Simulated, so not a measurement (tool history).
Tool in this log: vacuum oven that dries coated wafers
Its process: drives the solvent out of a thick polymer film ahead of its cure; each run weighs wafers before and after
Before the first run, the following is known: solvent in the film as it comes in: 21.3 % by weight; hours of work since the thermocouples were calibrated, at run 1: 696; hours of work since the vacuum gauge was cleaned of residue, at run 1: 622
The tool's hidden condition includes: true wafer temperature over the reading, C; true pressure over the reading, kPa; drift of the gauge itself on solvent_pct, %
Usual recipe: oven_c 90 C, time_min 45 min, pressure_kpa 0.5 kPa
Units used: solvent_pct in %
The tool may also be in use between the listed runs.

run,day,oven_c,time_min,pressure_kpa,hours of work since the thermocouples were calibrated,hours of work since the vacuum gauge was cleaned of residue,solvent_pct
1,0,90,45,0.5,696,622,1.6
2,0.892,90,45,0.5,711,637,1.45
3,1.692,90,45,1.277,725,650,1.67
4,2.504,90,45,1.277,738,664,1.78
5,3.808,90,45,1.277,760,686,1.74
6,5.229,90,51,1.277,784,709,1.32
7,6.117,90,51,1.277,798,724,1.42
8,7.079,90,25,0.5,815,740,4.2
9,7.812,83,45,0.5,827,752,3.06
10,8.862,95,45,0.5,844,770,0.74
11,9.608,95,45,0.5,857,782,0.78
12,11.146,90,45,1.44,882,808,1.74
13,12.208,90,45,1.44,900,826,1.73
14,13,90,45,1.276,913,839,1.69
15,13.767,90,24,1.276,926,852,4.55
16,15.154,90,24,1.276,949,875,4.64
17,16.575,90,45,0.353,973,899,1.38
18,18.133,90,45,0.5,999,925,1.36
19,19.171,90,45,0.5,1016,942,1.41
20,20.525,90,45,0.5,1039,965,1.42
21,21.717,90,45,0.5,1059,985,1.33
22,22.892,86,45,0.5,1079,1004,2.14
23,23.708,86,45,0.5,1092,1018,2.24
24,24.654,86,45,0.5,1108,1034,2.18
25,25.554,90,23,0.5,1123,1049,4.64
26,26.383,90,28,0.5,1137,1063,3.51
27,27.821,90,28,0.5,1161,1087,3.49
28,29.458,97,67,0.5,1188,1114,0.26
29,31.058,97,67,0.5,1215,1141,0.13
30,32.712,84,75,0.841,1242,1168,1.02
31,33.742,84,75,0.986,1260,1185,1.11
32,35.254,84,75,0.986,1285,1211,1.07
33,36.358,90,26,0.345,1303,1229,3.68
34,37.088,90,26,0.345,1316,1241,3.71
35,38.5,90,59,0.5,1339,1265,0.74
36,39.833,90,59,0.5,1361,1287,0.72
37,40.688,76,59,1.735,1376,1301,3.91
38,42.3,76,59,1.735,1403,1328,3.91
39,43.633,76,59,1.735,1425,1350,3.84
40,45.3,76,59,1.735,1453,1378,3.9
41,46.225,90,31,0.5,1468,1394,2.75
42,47.362,82,73,0.5,1487,1413,1.18
43,48.438,82,73,0.5,1505,1431,1.21
44,49.238,82,73,0.5,1518,1444,1.22
45,50.55,85,45,0.5,1540,1466,2.31
46,51.308,85,45,0.5,1553,1479,2.42

The logged runs with the hidden state left out (each run's random variation unchanged):
run,solvent_pct
1,1.93
2,1.79
3,2.02
4,2.12
5,2.1
6,1.61
7,1.72
8,4.82
9,3.62
10,0.96
11,1
12,2.14
13,2.12
14,2.09
15,5.25
16,5.36
17,1.79
18,1.76
19,1.82
20,1.85
21,1.76
22,2.72
23,2.83
24,2.77
25,5.46
26,4.27
27,4.26
28,0.27
29,0.15
30,1.34
31,1.44
32,1.42
33,4.54
34,4.58
35,1.01
36,1
37,4.83
38,4.86
39,4.81
40,4.87
41,3.58
42,1.66
43,1.7
44,1.7
45,3.12
46,3.24
